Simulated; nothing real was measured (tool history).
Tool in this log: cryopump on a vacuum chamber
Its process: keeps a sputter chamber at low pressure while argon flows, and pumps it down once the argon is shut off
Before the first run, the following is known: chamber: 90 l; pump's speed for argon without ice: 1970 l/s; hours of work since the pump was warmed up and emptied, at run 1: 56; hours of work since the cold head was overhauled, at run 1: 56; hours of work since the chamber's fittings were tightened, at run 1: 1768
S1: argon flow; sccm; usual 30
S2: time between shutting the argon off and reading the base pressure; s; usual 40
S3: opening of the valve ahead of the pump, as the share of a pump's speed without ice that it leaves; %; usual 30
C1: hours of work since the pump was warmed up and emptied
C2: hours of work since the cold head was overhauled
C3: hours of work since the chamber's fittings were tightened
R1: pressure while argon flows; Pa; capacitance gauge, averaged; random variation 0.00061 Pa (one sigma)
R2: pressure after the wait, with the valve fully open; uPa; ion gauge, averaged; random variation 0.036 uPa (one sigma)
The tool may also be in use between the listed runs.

Run 1, hour 0.0: usual settings; C1 56; C2 56; C3 1768. Result: R1 0.0872 Pa, R2 3.32 uPa.
Run 2, hour 9.6: usual settings; C1 62; C2 62; C3 1774. Result: R1 0.0855 Pa, R2 3.27 uPa.
Run 3, hour 21.6: usual settings but S2 77 s; C1 70; C2 70; C3 1781. Result: R1 0.0868 Pa, R2 2.42 uPa.
Run 4, hour 29.2: usual settings but S2 77 s; C1 74; C2 74; C3 1786. Result: R1 0.0863 Pa, R2 2.46 uPa.
Run 5, hour 38.2: usual settings but S1 24 sccm, S2 77 s; C1 80; C2 80; C3 1791. Result: R1 0.0688 Pa, R2 2.52 uPa.
Run 6, hour 52.3: usual settings but S1 24 sccm, S2 77 s, S3 21 %; C1 88; C2 88; C3 1800. Result: R1 0.0999 Pa, R2 2.52 uPa.
Run 7, hour 67.8: usual settings but S2 212 s; C1 98; C2 98; C3 1809. Result: R1 0.0878 Pa, R2 1.89 uPa.
Run 8, hour 78.8: usual settings but S2 212 s, S3 17 %; C1 104; C2 104; C3 1816. Result: R1 0.1522 Pa, R2 1.90 uPa.
Run 9, hour 94.8: usual settings but S2 234 s; C1 114; C2 114; C3 1826. Result: R1 0.0871 Pa, R2 1.89 uPa.
Run 10, hour 103.5: usual settings but S2 54 s, S3 15 %; C1 119; C2 119; C3 1831. Result: R1 0.1731 Pa, R2 2.90 uPa.
Run 11, hour 113.7: usual settings but S1 17 sccm, S2 85 s, S3 23 %; C1 126; C2 126; C3 1837. Result: R1 0.0648 Pa, R2 2.41 uPa.
Run 12, hour 125.0: usual settings but S1 17 sccm, S2 85 s, S3 23 %; C1 132; C2 132; C3 1844. Result: R1 0.0632 Pa, R2 2.49 uPa.
Run 13, hour 135.8: usual settings but S1 17 sccm, S2 90 s, S3 28 %; C1 139; C2 139; C3 1851. Result: R1 0.0528 Pa, R2 2.41 uPa.
Run 14, hour 153.1: usual settings but S1 17 sccm, S2 90 s, S3 28 %; C1 150; C2 150; C3 1861. Result: R1 0.0524 Pa, R2 2.44 uPa.
Run 15, hour 169.7: usual settings but S1 17 sccm, S2 90 s, S3 28 %; C1 160; C2 160; C3 1871. Result: R1 0.0523 Pa, R2 2.43 uPa.
Run 16, hour 177.9: usual settings but S1 47 sccm, S2 122 s, S3 36 %; C1 165; C2 165; C3 1876. Result: R1 0.1146 Pa, R2 2.25 uPa.

Forecast each of these 3 alternatives for the next run:
Run A, hour 196.0: usual settings but S1 20 sccm, S2 142 s, S3 27 %; C1 176; C2 176; C3 1887. Result: R1 ?, R2 ?.
Run B, hour 196.0: usual settings but S1 12 sccm; C1 176; C2 176; C3 1887. Result: R1 ?, R2 ?.
Run C, hour 196.0: usual settings but S2 232 s, S3 39 %; C1 176; C2 176; C3 1887. Result: R1 ?, R2 ?.

run      R1    R2
  A  0.0653  2.21
  B  0.0352  3.46
  C  0.0684  1.99
Had the tool no hidden state, the same runs would have come out as:
run      R1    R2
  A  0.0640  0.70
  B  0.0344  1.98
  C  0.0664  0.49
